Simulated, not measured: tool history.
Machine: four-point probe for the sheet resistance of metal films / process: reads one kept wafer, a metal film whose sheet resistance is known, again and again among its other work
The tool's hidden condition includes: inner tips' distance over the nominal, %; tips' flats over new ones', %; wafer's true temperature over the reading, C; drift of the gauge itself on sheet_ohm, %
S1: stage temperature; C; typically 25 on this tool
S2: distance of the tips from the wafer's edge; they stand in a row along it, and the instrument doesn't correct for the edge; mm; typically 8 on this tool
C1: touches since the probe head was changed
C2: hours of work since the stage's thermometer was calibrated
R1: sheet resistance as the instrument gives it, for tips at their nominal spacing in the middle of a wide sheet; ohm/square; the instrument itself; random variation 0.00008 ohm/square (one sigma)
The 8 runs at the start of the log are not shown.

run   hour  S1  S2     C1    C2        R1
  9  102.8  22   5   9644  1983  0.398512
 10  121.1  22   5  10083  1997  0.398548
 11  132.2  22   5  10349  2006  0.398700
 12  146.2  22   5  10684  2016  0.398528
     163.7  -- stage's thermometer calibrated
 13  164.2  22   5  11105     0  0.398554
 14  180.7  22   5  11501    13  0.398473
 15  191.6  22   5  11763    21  0.398468
 16  208.7  29   8  12172    34  0.392766
 17  224.7  25   8  12557    46  0.395203
 18  243.1  25   8  12998    60  0.395309
     251.3  -- stage's thermometer calibrated, once more
 19  255.0  25   8  13270     3  0.395515
 20  263.0  25   8  13463     9  0.395804
 21  273.1  25   8  13704    17  0.395695
 22  286.7  25   8  14031    27  0.395672
 23  301.2  25   8  14379    38  0.395740
 24  312.5  32   5  14649    47  0.392674
 25  329.1  32   5  15047    59  0.392489
 26  339.8  24   6  15305    67  0.397087
 27  356.6  22  20  15706    80  0.396995
 28  366.6  22  20  15948    88  0.396957
 29  383.7  21   8  16358   101  0.398418
 30  395.1  19   8  16631   109  0.399746

Run 31 comes next. What will it give?
 31  411.9  25  13  17034  122   ?

Logged for run 31: R1 0.395236 ohm/square.
Take away the tool's hidden state, keep the run-to-run variation as it was, and the same run would have given R1 0.397642 ohm/square.
